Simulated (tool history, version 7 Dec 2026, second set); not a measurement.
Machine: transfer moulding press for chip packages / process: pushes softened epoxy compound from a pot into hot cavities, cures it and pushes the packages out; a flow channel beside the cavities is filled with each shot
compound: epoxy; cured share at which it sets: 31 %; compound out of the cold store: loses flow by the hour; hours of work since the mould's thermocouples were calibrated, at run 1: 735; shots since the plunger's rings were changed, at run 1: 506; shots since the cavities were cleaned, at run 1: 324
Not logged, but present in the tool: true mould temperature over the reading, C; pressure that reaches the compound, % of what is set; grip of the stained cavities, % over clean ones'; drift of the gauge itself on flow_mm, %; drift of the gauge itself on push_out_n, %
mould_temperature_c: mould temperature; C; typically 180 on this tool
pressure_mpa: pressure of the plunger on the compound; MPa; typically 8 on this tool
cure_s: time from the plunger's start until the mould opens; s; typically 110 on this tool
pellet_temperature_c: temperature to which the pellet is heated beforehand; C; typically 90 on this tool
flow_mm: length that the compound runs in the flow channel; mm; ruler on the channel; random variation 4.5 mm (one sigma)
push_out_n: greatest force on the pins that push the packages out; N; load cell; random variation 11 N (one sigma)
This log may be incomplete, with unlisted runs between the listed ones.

| run | hour | mould_temperature_c | pressure_mpa | cure_s | pellet_temperature_c | hours of work since the mould's thermocouples were calibrated | shots since the plunger's rings were changed | shots since the cavities were cleaned | incoming compound's hours out of the cold store | flow_mm | push_out_n |
|---|---|---|---|---|---|---|---|---|---|---|---|
| 1 | 0 | 180 | 8 | 110 | 90 | 735 | 506 | 324 | 42.9 | 498 | 586 |
| 2 | 27.2 | 180 | 8 | 110 | 90 | 750 | 755 | 573 | 42.2 | 506 | 654 |
|  | 47.6 | cavities cleaned with cleaning compound and waxed |
| 3 | 57.1 | 180 | 8 | 128 | 90 | 765 | 1014 | 87 | 30.3 | 515 | 470 |
| 4 | 98.8 | 180 | 8 | 110 | 90 | 788 | 1396 | 469 | 33.5 | 503 | 628 |
|  | 129.4 | cavities cleaned with cleaning compound and waxed |
| 5 | 131.1 | 180 | 8 | 110 | 90 | 805 | 1678 | 16 | 10.7 | 555 | 495 |
| 6 | 154.1 | 180 | 8 | 112 | 90 | 817 | 1888 | 226 | 40.9 | 493 | 542 |
|  | 182.3 | mould's thermocouples calibrated |
| 7 | 188.8 | 179 | 8 | 110 | 90 | 4 | 2188 | 526 | 31.1 | 512 | 749 |
|  | 212.5 | cavities cleaned with cleaning compound and waxed |
| 8 | 222.2 | 179 | 8 | 110 | 90 | 21 | 2480 | 89 | 40.8 | 483 | 556 |
| 9 | 262 | 179 | 8 | 110 | 90 | 43 | 2844 | 453 | 31.8 | 505 | 702 |
|  | 294.1 | cavities cleaned with cleaning compound and waxed |
| 10 | 298 | 179 | 8.4 | 114 | 90 | 61 | 3159 | 35 | 21.5 | 533 | 518 |
| 11 | 319.6 | 179 | 7.21 | 114 | 90 | 73 | 3357 | 233 | 37.7 | 460 | 569 |
| 12 | 363.4 | 185 | 6.73 | 150 | 96 | 97 | 3758 | 634 | 32 | 446 | 581 |
|  | 377.3 | cavities cleaned with cleaning compound and waxed |
| 13 | 403.3 | 176 | 7.46 | 101 | 90 | 118 | 4110 | 238 | 28.1 | 481 | 878 |
| 14 | 424.5 | 184 | 7.46 | 138 | 90 | 130 | 4303 | 431 | 16.2 | 491 | 531 |

Pick out some run-to-run changes in flow_mm. Of each, how much would a tool without hidden state show as well, from the settings, what came in and chance, and how much is left for the hidden state and any gauge scatter not in both results compared?
Run 10 -> 11: pressure_mpa 8.4 -> 7.21. flow_mm -73 mm: hidden state +3, all else -76.
Run 12 -> 13: mould_temperature_c 185 -> 176, pressure_mpa 6.73 -> 7.46, cure_s 150 -> 101, pellet_temperature_c 96 -> 90, cavities cleaned with cleaning compound and waxed. flow_mm +35 mm: hidden state -7, all else +42.
